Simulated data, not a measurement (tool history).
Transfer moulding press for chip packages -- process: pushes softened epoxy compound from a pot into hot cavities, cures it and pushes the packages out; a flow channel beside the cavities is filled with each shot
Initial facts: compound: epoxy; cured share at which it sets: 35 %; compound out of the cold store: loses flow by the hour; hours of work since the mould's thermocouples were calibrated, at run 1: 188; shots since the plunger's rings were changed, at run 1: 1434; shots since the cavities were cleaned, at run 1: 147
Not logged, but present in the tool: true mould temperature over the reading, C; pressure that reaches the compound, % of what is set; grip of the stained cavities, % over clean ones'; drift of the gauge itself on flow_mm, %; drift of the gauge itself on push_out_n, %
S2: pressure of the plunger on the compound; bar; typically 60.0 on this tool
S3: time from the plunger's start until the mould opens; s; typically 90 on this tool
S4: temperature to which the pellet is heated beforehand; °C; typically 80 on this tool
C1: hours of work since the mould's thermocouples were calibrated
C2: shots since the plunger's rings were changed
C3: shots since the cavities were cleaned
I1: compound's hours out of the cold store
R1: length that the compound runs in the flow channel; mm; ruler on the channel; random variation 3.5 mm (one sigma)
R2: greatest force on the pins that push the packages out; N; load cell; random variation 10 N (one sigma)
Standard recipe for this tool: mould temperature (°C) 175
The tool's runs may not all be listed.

run 1 day=0.000 | mould_temperature_(°C)=175 S2=60.0 S3=90 S4=80 | C1=188 C2=1434 C3=147 | I1=17.9 | R1=1009 R2=506
run 2 day=1.725 | mould_temperature_(°C)=175 S2=60.0 S3=87 S4=80 | C1=206 C2=1761 C3=474 | I1=39.7 | R1=899 R2=513
-- day=3.225 cavities cleaned with cleaning compound and waxed
run 3 day=3.342 | mould_temperature_(°C)=175 S2=60.0 S3=80 S4=80 | C1=222 C2=2057 C3=23 | I1=21.4 | R1=987 R2=585
run 4 day=4.258 | mould_temperature_(°C)=175 S2=60.0 S3=80 S4=80 | C1=232 C2=2230 C3=196 | I1=12.7 | R1=1038 R2=587
run 5 day=5.167 | mould_temperature_(°C)=178 S2=60.0 S3=90 S4=80 | C1=241 C2=2403 C3=369 | I1=14.0 | R1=1022 R2=475
-- day=7.196 cavities cleaned with cleaning compound and waxed
run 6 day=7.238 | mould_temperature_(°C)=175 S2=60.0 S3=90 S4=80 | C1=262 C2=2785 C3=9 | I1=38.6 | R1=910 R2=492
run 7 day=8.375 | mould_temperature_(°C)=175 S2=60.0 S3=79 S4=80 | C1=274 C2=3001 C3=225 | I1=28.3 | R1=955 R2=581
run 8 day=10.479 | mould_temperature_(°C)=175 S2=60.0 S3=90 S4=79 | C1=295 C2=3401 C3=625 | I1=38.4 | R1=912 R2=488
-- day=11.150 cavities cleaned with cleaning compound and waxed
-- day=12.171 plunger's sealing rings changed
run 9 day=12.496 | mould_temperature_(°C)=175 S2=60.0 S3=90 S4=79 | C1=314 C2=62 C3=236 | I1=20.4 | R1=992 R2=481
run 10 day=14.250 | mould_temperature_(°C)=175 S2=60.0 S3=90 S4=80 | C1=333 C2=395 C3=569 | I1=19.8 | R1=997 R2=484
-- day=15.225 cavities cleaned with cleaning compound and waxed
run 11 day=16.221 | mould_temperature_(°C)=175 S2=60.0 S3=90 S4=80 | C1=352 C2=757 C3=188 | I1=40.7 | R1=895 R2=477
run 12 day=17.192 | mould_temperature_(°C)=175 S2=60.0 S3=90 S4=80 | C1=363 C2=942 C3=373 | I1=30.8 | R1=939 R2=482
run 13 day=18.512 | mould_temperature_(°C)=175 S2=60.0 S3=90 S4=80 | C1=376 C2=1193 C3=624 | I1=30.9 | R1=940 R2=486
-- day=19.179 cavities cleaned with cleaning compound and waxed
run 14 day=20.621 | mould_temperature_(°C)=175 S2=60.0 S3=90 S4=80 | C1=397 C2=1582 C3=274 | I1=37.4 | R1=911 R2=487
run 15 day=22.267 | mould_temperature_(°C)=179 S2=60.0 S3=125 S4=88 | C1=414 C2=1894 C3=586 | I1=19.0 | R1=996 R2=440
-- day=23.133 cavities cleaned with cleaning compound and waxed
run 16 day=23.308 | mould_temperature_(°C)=179 S2=60.0 S3=125 S4=88 | C1=425 C2=2080 C3=33 | I1=43.3 | R1=873 R2=434
run 17 day=24.262 | mould_temperature_(°C)=179 S2=60.0 S3=125 S4=88 | C1=435 C2=2262 C3=215 | I1=17.8 | R1=1001 R2=442
run 18 day=25.567 | mould_temperature_(°C)=176 S2=60.0 S3=75 S4=88 | C1=448 C2=2509 C3=462 | I1=8.8 | R1=1052 R2=631
run 19 day=26.704 | mould_temperature_(°C)=175 S2=60.0 S3=90 S4=80 | C1=460 C2=2726 C3=679 | I1=13.6 | R1=1036 R2=494
-- day=27.150 cavities cleaned with cleaning compound and waxed
run 20 day=28.146 | mould_temperature_(°C)=168 S2=73.6 S3=90 S4=81 | C1=474 C2=2987 C3=189 | I1=25.4 | R1=1096 R2=666

Estimate the outcome of run 21 from the log above:
run 21 day=29.950 | mould_temperature_(°C)=168 S2=73.6 S3=90 S4=81 | C1=493 C2=3330 C3=532 | I1=17.7 | R1=? R2=?

R1: 1141 mm
R2: 701 N
With no hidden state in the tool, this same run would have given R1 1143 mm, R2 695 N.
